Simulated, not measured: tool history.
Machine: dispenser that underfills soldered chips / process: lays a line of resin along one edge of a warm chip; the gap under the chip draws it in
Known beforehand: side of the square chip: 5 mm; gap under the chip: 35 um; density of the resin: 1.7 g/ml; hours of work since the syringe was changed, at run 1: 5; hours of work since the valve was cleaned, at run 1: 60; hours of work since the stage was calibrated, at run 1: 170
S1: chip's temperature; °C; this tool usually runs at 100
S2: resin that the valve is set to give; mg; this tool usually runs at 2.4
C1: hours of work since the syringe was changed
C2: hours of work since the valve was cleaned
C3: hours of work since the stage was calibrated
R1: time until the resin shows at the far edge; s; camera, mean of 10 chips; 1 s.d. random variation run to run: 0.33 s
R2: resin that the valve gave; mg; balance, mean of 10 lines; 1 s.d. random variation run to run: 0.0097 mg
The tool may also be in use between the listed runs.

| run | hour | S1 | S2 | C1 | C2 | C3 | R1 | R2 |
|---|---|---|---|---|---|---|---|---|
| 1 | 0 | 100 | 2.4 | 5 | 60 | 170 | 17.5 | 2.332 |
| 2 | 3.1 | 100 | 2.4 | 7 | 62 | 172 | 20.7 | 2.355 |
|  | 4.5 | dispensing valve cleaned and set on the balance |
|  | 5.1 | new syringe of resin |
| 3 | 9.6 | 100 | 2.4 | 4 | 4 | 176 | 16.2 | 2.404 |
|  | 15.9 | new syringe of resin |
| 4 | 17.3 | 99 | 2.4 | 1 | 10 | 182 | 13.7 | 2.4 |
| 5 | 21.2 | 99 | 2.4 | 4 | 13 | 185 | 17.7 | 2.392 |
|  | 26.8 | new syringe of resin |
| 6 | 27.3 | 99 | 2.57 | 0 | 17 | 190 | 13.2 | 2.558 |
| 7 | 34.3 | 93 | 2.4 | 6 | 22 | 195 | 24 | 2.39 |
|  | 37.7 | new syringe of resin |
| 8 | 41.5 | 93 | 2.14 | 3 | 28 | 200 | 20.9 | 2.144 |
|  | 48.3 | new syringe of resin |
| 9 | 48.3 | 93 | 2.14 | 0 | 33 | 205 | 17.1 | 2.117 |
| 10 | 53.1 | 93 | 2.14 | 4 | 37 | 209 | 21.1 | 2.114 |
|  | 58.8 | new syringe of resin |
| 11 | 59.9 | 93 | 2.14 | 1 | 42 | 214 | 17.5 | 2.111 |
| 12 | 64.3 | 100 | 2.4 | 4 | 45 | 218 | 16.6 | 2.37 |
| 13 | 67.6 | 100 | 2.4 | 7 | 48 | 220 | 20.3 | 2.359 |
|  | 69.4 | new syringe of resin |
| 14 | 71.3 | 92 | 2.27 | 1 | 50 | 223 | 18.8 | 2.244 |
| 15 | 77.8 | 100 | 2.56 | 7 | 55 | 228 | 19.6 | 2.507 |
|  | 80.1 | new syringe of resin |
| 16 | 81.4 | 100 | 2.56 | 1 | 58 | 230 | 13.1 | 2.513 |
| 17 | 87.2 | 107 | 2.69 | 6 | 62 | 235 | 14.5 | 2.627 |
|  | 88.8 | dispensing valve cleaned and set on the balance |
|  | 91.5 | new syringe of resin |
| 18 | 92.1 | 107 | 2.69 | 0 | 2 | 238 | 9.9 | 2.699 |
| 19 | 98.7 | 107 | 2.69 | 6 | 7 | 243 | 14.5 | 2.684 |
|  | 102.1 | new syringe of resin |
| 20 | 102.4 | 110 | 2.07 | 0 | 10 | 245 | 9.3 | 2.072 |
| 21 | 106.8 | 110 | 2.07 | 4 | 13 | 249 | 11.3 | 2.056 |

Run 22 has not been measured yet. What should we expect?
| 22 | 111.1 | 91 | 3 | 7 | 17 | 252 | ? | ? |

{"run 22": {"R1": 27.7, "R2": 2.987}}
The same run, on a tool lacking any hidden state, would have yielded R1 17.7 s, R2 3.002 mg.

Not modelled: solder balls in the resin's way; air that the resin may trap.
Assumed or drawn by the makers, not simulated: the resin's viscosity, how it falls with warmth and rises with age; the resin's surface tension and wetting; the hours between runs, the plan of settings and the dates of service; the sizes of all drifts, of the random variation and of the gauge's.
